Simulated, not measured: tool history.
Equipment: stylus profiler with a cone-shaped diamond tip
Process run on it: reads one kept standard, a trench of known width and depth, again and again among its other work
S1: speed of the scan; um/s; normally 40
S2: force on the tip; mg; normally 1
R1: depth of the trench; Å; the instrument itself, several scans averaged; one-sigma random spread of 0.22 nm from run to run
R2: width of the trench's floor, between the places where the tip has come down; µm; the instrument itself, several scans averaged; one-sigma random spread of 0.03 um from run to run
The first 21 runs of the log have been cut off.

run 22 hour=1599.7 | S1=15 S2=1.57 | R1=10087 R2=43.87
run 23 hour=1682.6 | S1=15 S2=1.57 | R1=10081.9 R2=43.9
run 24 hour=1792.8 | S1=80 S2=1.89 | R1=10091.8 R2=43.69
run 25 hour=1839.5 | S1=40 S2=1.61 | R1=10084.4 R2=43.79
run 26 hour=1896.3 | S1=40 S2=1.61 | R1=10087.3 R2=43.82
run 27 hour=1957.2 | S1=12 S2=1.73 | R1=10091.4 R2=43.97
run 28 hour=2031.7 | S1=98 S2=1.32 | R1=10076 R2=43.5
run 29 hour=2128.3 | S1=10 S2=0.75 | R1=10048.2 R2=43.98
run 30 hour=2209.3 | S1=11 S2=0.76 | R1=10052.6 R2=43.91

Predict each of these 4 candidate next runs independently; none follows another, all start after run 30:
run A hour=2261.4 | S1=32 S2=1 | R1=? R2=?
run B hour=2261.4 | S1=26 S2=2.88 | R1=? R2=?
run C hour=2261.4 | S1=40 S2=1.77 | R1=? R2=?
run D hour=2261.4 | S1=43 S2=2.31 | R1=? R2=?

run=A R1=10064.7 R2=43.83
run=B R1=10124.5 R2=43.9
run=C R1=10095.2 R2=43.84
run=D R1=10108.3 R2=43.79
With the hidden condition removed and each run's random variation left untouched, the same runs would have given:
run=A R1=10064.9 R2=43.85
run=B R1=10124.8 R2=43.91
run=C R1=10095.4 R2=43.86
run=D R1=10108.6 R2=43.81

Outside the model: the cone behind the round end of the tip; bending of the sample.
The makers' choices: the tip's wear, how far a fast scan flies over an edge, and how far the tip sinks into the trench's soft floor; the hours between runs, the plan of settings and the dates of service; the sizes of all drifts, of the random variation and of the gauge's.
